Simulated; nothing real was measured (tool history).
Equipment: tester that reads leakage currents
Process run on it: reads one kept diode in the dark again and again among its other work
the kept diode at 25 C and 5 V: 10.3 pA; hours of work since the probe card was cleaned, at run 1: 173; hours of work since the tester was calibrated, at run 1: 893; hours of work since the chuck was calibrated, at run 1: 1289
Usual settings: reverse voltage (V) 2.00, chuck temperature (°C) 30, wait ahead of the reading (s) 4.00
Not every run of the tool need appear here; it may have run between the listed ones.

| run | hour | reverse voltage (V) | chuck temperature (°C) | wait ahead of the reading (s) | hours of work since the probe card was cleaned | hours of work since the tester was calibrated | hours of work since the chuck was calibrated | current that the tester gives (pA) |
|---|---|---|---|---|---|---|---|---|
| 1 | 0.0 | 2.00 | 30 | 4.00 | 173 | 893 | 1289 | 10.30 |
| 2 | 19.5 | 2.00 | 30 | 4.00 | 184 | 904 | 1300 | 10.48 |
| 3 | 36.9 | 2.00 | 30 | 0.34 | 194 | 914 | 1310 | 10.71 |
| 4 | 64.4 | 2.00 | 30 | 0.34 | 210 | 930 | 1326 | 10.76 |
| 5 | 77.6 | 2.00 | 30 | 0.34 | 217 | 937 | 1333 | 10.69 |
| 6 | 105.4 | 2.00 | 30 | 0.34 | 233 | 954 | 1349 | 10.95 |
| 7 | 134.5 | 2.00 | 30 | 0.34 | 250 | 970 | 1366 | 10.83 |
| 8 | 163.3 | 2.00 | 30 | 4.00 | 267 | 987 | 1383 | 10.56 |
| 9 | 176.0 | 2.00 | 30 | 4.00 | 274 | 994 | 1390 | 10.51 |
| 10 | 204.6 | 2.00 | 43 | 4.00 | 291 | 1011 | 1407 | 28.70 |
| 11 | 228.3 | 2.00 | 43 | 4.00 | 304 | 1024 | 1420 | 28.79 |
| 12 | 245.5 | 2.00 | 51 | 6.87 | 314 | 1034 | 1430 | 51.83 |
| 13 | 267.6 | 3.48 | 25 | 3.62 | 327 | 1047 | 1443 | 10.04 |
| 14 | 291.0 | 3.48 | 25 | 3.62 | 340 | 1061 | 1456 | 9.96 |
| 15 | 312.6 | 1.27 | 25 | 4.00 | 353 | 1073 | 1469 | 5.40 |
| 16 | 333.5 | 1.27 | 25 | 4.00 | 365 | 1085 | 1481 | 5.44 |
| 17 | 353.4 | 2.77 | 44 | 6.96 | 376 | 1096 | 1492 | 37.84 |
| 18 | 368.0 | 1.89 | 58 | 4.00 | 385 | 1105 | 1501 | 81.78 |
| 19 | 385.3 | 1.89 | 58 | 4.00 | 395 | 1115 | 1511 | 81.81 |
| 20 | 411.0 | 1.89 | 58 | 4.00 | 410 | 1130 | 1526 | 82.10 |
| 21 | 427.0 | 1.89 | 58 | 4.00 | 419 | 1139 | 1535 | 82.56 |
| 22 | 454.3 | 1.24 | 23 | 1.86 | 434 | 1155 | 1551 | 4.70 |

Forecast each of these 3 alternatives for the next run:
| A | 471.2 | 2.00 | 30 | 1.18 | 444 | 1164 | 1560 | ? |
| B | 471.2 | 1.24 | 51 | 1.86 | 444 | 1164 | 1560 | ? |
| C | 471.2 | 3.28 | 38 | 3.29 | 444 | 1164 | 1560 | ? |

| run | current that the tester gives (pA) |
|---|---|
| A | 10.98 |
| B | 39.49 |
| C | 27.28 |
Stripped of hidden state, with their random variation kept, the same runs would have yielded:
| run | current that the tester gives (pA) |
|---|---|
| A | 9.32 |
| B | 34.93 |
| C | 23.54 |

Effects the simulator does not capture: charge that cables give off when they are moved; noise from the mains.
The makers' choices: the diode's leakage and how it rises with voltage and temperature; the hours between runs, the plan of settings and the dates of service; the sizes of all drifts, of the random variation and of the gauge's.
